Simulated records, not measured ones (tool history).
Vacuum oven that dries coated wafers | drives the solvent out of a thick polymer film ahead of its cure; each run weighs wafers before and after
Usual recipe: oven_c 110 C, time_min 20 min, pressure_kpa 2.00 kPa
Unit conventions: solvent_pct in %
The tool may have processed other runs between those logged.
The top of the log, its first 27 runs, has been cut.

| run | hour | oven_c | time_min | pressure_kpa | solvent_pct |
|---|---|---|---|---|---|
| 28 | 1151.5 | 102 | 10 | 2.77 | 12.31 |
| 29 | 1204.2 | 110 | 28 | 2.00 | 3.97 |
| 30 | 1264.6 | 110 | 18 | 5.41 | 7.47 |
| 31 | 1302.9 | 110 | 18 | 2.91 | 6.78 |
| 32 | 1350.9 | 110 | 18 | 2.91 | 6.58 |
| 33 | 1403.0 | 110 | 18 | 2.91 | 6.64 |
| 34 | 1456.9 | 116 | 20 | 2.00 | 4.13 |
| 35 | 1493.9 | 106 | 27 | 2.00 | 5.48 |
| 36 | 1553.6 | 107 | 10 | 4.12 | 11.34 |
| 37 | 1607.9 | 112 | 25 | 2.66 | 4.21 |
| 38 | 1638.7 | 122 | 34 | 1.96 | 1.10 |
| 39 | 1674.1 | 97 | 17 | 1.96 | 10.99 |
| 40 | 1711.0 | 97 | 17 | 1.90 | 11.37 |
| 41 | 1750.0 | 97 | 17 | 1.90 | 11.06 |

For run 42, what comes out?
|  | 1794.5 | oven's thermocouples calibrated |
| 42 | 1808.2 | 97 | 17 | 1.90 | ? |

{"run 42": {"solvent_pct": 10.82}}
Without the tool's hidden state the same run would have given solvent_pct 10.66 %.
